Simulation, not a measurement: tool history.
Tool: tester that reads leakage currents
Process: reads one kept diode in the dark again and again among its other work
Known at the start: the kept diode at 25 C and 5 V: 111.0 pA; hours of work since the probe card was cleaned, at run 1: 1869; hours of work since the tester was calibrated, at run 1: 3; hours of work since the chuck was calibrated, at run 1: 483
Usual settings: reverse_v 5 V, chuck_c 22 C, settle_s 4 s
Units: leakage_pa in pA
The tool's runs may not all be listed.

run    hour  reverse_v  chuck_c  settle_s  hours of work since the probe card was cleaned  hours of work since the tester was calibrated  hours of work since the chuck was calibrated  leakage_pa
  1       0          5       22         4                                            1869                                              3                                           483       83.14
  2   160.2          5       22         4                                            1964                                             97                                           578       83.55
      276.3  -- chuck's temperature calibrated
  3   302.4          5       22         4                                            2046                                            179                                            15        82.7
  4     548          5       22         4                                            2191                                            324                                           160       83.19
  5   761.5          5       22         4                                            2316                                            449                                           285        83.1
  6     875          5       22         4                                            2383                                            516                                           352       83.41
  7   987.8          5       37         4                                            2449                                            582                                           418      340.53
  8  1121.1          5       37      2.03                                            2528                                            661                                           497      341.25
  9  1235.1          5       37      2.03                                            2595                                            728                                           564      341.31
 10  1342.4          5       37      2.03                                            2658                                            791                                           627      339.68
     1383.3  -- chuck's temperature calibrated
 11  1482.9          5       24      2.03                                            2739                                            872                                            59      101.27
 12    1718          5       24      2.03                                            2877                                           1011                                           197      101.51
 13  1861.5          5       24      2.03                                            2962                                           1095                                           281      101.88
 14    2004          5       24      2.03                                            3046                                           1179                                           365       102.1
 15  2133.8          5       24      2.03                                            3122                                           1255                                           441      101.39
 16  2336.4          5       24      2.03                                            3241                                           1374                                           560       101.7
       2439  -- probe card cleaned and baked
     2495.6  -- chuck's temperature calibrated
 17  2581.1          5       54         4                                              82                                           1515                                            50     1441.03
 18  2699.4      18.23       28      0.99                                             152                                           1585                                           120      231.51
 19    2904      18.23       28      0.99                                             272                                           1705                                           240      233.52

Run 20 comes next. What will it give?
 20  3056.8          5       39      1.27                                             362                                           1795                                           330           ?

{"run 20": {"leakage_pa": 407.46}}
Without the tool's hidden state the same run would have given leakage_pa 407.38 pA.
